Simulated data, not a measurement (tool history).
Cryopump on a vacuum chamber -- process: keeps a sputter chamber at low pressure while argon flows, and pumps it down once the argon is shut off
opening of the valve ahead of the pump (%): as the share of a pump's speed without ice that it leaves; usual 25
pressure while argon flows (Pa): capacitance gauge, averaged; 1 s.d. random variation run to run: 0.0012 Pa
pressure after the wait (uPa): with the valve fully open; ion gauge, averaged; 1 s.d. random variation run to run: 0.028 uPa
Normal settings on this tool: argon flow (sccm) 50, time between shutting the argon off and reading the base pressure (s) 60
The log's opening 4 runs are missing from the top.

run   hour  argon flow (sccm)  time between shutting the argon off and reading the base pressure (s)  opening of the valve ahead of the pump (%)  pressure while argon flows (Pa)  pressure after the wait (uPa)
  5  113.6                 50                                                                     60                                          25                           0.2638                           1.89
  6  140.5                 50                                                                     60                                          25                           0.2656                           1.87
  7  174.0                 50                                                                     60                                          25                           0.2634                           1.90
  8  206.5                 50                                                                     60                                          25                           0.2651                           1.91
  9  244.0                 84                                                                     60                                          25                           0.4483                           1.95
 10  278.0                 84                                                                     60                                          25                           0.4465                           1.99
 11  296.0                 50                                                                     60                                          23                           0.2899                           2.01
 12  331.1                 50                                                                     60                                          24                           0.2772                           1.99
 13  354.2                 50                                                                     60                                          24                           0.2781                           2.00
 14  376.1                 50                                                                     60                                          25                           0.2686                           2.02
 15  398.9                 50                                                                     60                                          25                           0.2683                           2.07
 16  435.5                 50                                                                     60                                          25                           0.2681                           2.08
 17  452.0                 65                                                                     60                                          25                           0.3513                           2.09
 18  472.0                 65                                                                     60                                          25                           0.3486                           2.13
 19  492.4                 65                                                                     60                                          25                           0.3504                           2.04
 20  529.0                 65                                                                    287                                          25                           0.3510                           1.30
 21  560.2                 40                                                                    111                                          15                           0.3544                           1.66
 22  576.6                 40                                                                    111                                          15                           0.3553                           1.69
 23  599.9                 24                                                                    125                                          15                           0.2129                           1.58
 24  632.2                 24                                                                    125                                          15                           0.2140                           1.62
 25  670.5                 24                                                                    125                                          15                           0.2137                           1.63
 26  688.5                 31                                                                     60                                          24                           0.1753                           2.19
 27  725.1                 31                                                                     60                                          20                           0.2092                           2.16
 28  764.8                 31                                                                     60                                          20                           0.2084                           2.21
 29  786.7                 40                                                                    131                                          20                           0.2702                           1.73

Estimate the outcome of run 30 from the log above:
 30  811.9                 40                                                                    131                                          20                                ?                              ?

pressure while argon flows (Pa): 0.2715
pressure after the wait (uPa): 1.68
With the hidden condition absent and the run-to-run variation left alone, this run would have shown pressure while argon flows (Pa) 0.2601, pressure after the wait (uPa) 0.72.
